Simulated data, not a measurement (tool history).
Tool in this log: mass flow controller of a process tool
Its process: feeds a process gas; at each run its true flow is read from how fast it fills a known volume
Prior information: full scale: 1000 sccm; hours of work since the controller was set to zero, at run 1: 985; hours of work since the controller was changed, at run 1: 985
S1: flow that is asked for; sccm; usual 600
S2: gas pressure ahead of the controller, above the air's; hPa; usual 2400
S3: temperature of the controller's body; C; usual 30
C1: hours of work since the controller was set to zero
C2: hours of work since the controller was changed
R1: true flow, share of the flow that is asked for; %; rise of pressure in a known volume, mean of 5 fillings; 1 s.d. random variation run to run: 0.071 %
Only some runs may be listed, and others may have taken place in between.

run	hour	S1	S2	S3	C1	C2	R1
1	0.0	600	2400	30	985	985	100.60
2	110.6	600	2400	30	1056	1056	100.71
3	239.0	600	2400	30	1137	1137	100.66
4	329.6	134	2400	30	1195	1195	102.51
5	456.7	134	2400	30	1276	1276	102.71
6	539.8	134	2400	30	1328	1328	102.96
7	693.9	134	2400	30	1426	1426	103.03
8	832.0	600	2400	30	1514	1514	100.80
9	935.0	600	2400	30	1580	1580	100.89
# hour 942.5: controller's zero set anew
10	1048.8	600	2400	30	68	1652	101.47
11	1187.2	600	2400	30	156	1740	101.37
12	1296.5	600	2400	30	225	1809	101.50
# hour 1341.4: controller's zero set anew, once more
13	1376.3	151	1540	37	22	1859	100.43
14	1533.5	348	1750	32	122	1959	100.29
15	1619.3	348	1750	32	177	2014	100.46
16	1704.0	711	2730	32	230	2068	100.63
17	1771.7	600	2360	30	274	2111	100.58
18	1902.7	178	2360	31	357	2194	100.86
19	2013.8	467	1670	22	427	2265	100.21
20	2152.3	150	2320	22	515	2353	101.11
21	2240.1	843	2320	32	571	2408	100.68
22	2340.7	334	1970	38	635	2472	100.99

Take each entry between the runs: how does the hidden state at the last listed run before it differ from the hidden state at the first listed run after it?
Between runs 9 and 10: controller's zero set anew (hour 942.5)
  flow at rest that the sensor doesn't see, % of full scale: 0.444 -> 0.69; true flow over the shown one, %: 0.15 -> 0.16
  the result without the hidden state subtracted from the measured one, R1: +0.89 -> +1.31 %
Between runs 12 and 13: controller's zero set anew, once more (hour 1341.4)
  flow at rest that the sensor doesn't see, % of full scale: 0.73 -> 0.05; true flow over the shown one, %: 0.17 -> 0.18
  the result without the hidden state subtracted from the measured one, R1: +1.39 -> +0.51 %
